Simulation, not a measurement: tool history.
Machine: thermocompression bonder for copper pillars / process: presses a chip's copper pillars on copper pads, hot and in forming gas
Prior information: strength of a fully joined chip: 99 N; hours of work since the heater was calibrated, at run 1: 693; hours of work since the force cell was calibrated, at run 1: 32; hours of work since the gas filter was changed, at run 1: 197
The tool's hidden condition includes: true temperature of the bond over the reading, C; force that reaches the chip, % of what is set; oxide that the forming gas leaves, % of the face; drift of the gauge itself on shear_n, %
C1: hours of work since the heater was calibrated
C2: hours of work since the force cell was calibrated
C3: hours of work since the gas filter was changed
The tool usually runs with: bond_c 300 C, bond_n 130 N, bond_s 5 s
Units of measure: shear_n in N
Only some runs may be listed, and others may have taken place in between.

run 1 day=0.000 | bond_c=300 bond_n=130 bond_s=5 | C1=693 C2=32 C3=197 | shear_n=47.9
run 2 day=0.433 | bond_c=300 bond_n=130 bond_s=5 | C1=698 C2=37 C3=202 | shear_n=48.0
run 3 day=1.021 | bond_c=300 bond_n=130 bond_s=5 | C1=704 C2=44 C3=209 | shear_n=47.8
run 4 day=1.788 | bond_c=300 bond_n=130 bond_s=5 | C1=713 C2=52 C3=217 | shear_n=48.0
run 5 day=2.442 | bond_c=300 bond_n=130 bond_s=5 | C1=720 C2=59 C3=224 | shear_n=47.5
run 6 day=2.858 | bond_c=300 bond_n=130 bond_s=5 | C1=725 C2=64 C3=229 | shear_n=47.2
run 7 day=3.383 | bond_c=300 bond_n=130 bond_s=5 | C1=731 C2=70 C3=235 | shear_n=48.4
run 8 day=4.121 | bond_c=300 bond_n=130 bond_s=5 | C1=739 C2=78 C3=243 | shear_n=47.6
run 9 day=4.888 | bond_c=300 bond_n=182 bond_s=6 | C1=747 C2=86 C3=252 | shear_n=61.7
run 10 day=5.283 | bond_c=300 bond_n=182 bond_s=6 | C1=752 C2=91 C3=256 | shear_n=62.0
run 11 day=5.612 | bond_c=284 bond_n=177 bond_s=3 | C1=755 C2=94 C3=260 | shear_n=40.0
run 12 day=6.396 | bond_c=300 bond_n=130 bond_s=11 | C1=764 C2=103 C3=268 | shear_n=60.3
run 13 day=7.029 | bond_c=288 bond_n=130 bond_s=4 | C1=771 C2=110 C3=275 | shear_n=37.3
run 14 day=7.746 | bond_c=301 bond_n=174 bond_s=13 | C1=779 C2=118 C3=283 | shear_n=72.7
run 15 day=8.233 | bond_c=313 bond_n=146 bond_s=3 | C1=784 C2=124 C3=289 | shear_n=49.8
run 16 day=8.925 | bond_c=275 bond_n=134 bond_s=3 | C1=792 C2=131 C3=296 | shear_n=28.0

For some of the steps in shear_n from one run to the next: how much would appear even if the tool had no hidden state, given the settings, what came in and random variation, and how much remains for the hidden state plus any gauge scatter that the measured result and the result without hidden state don't share?
Run 13 -> 14: bond_c 288 -> 301, bond_n 130 -> 174, bond_s 4 -> 13. shear_n +35.4 N: hidden state -2.6, all else +38.0.
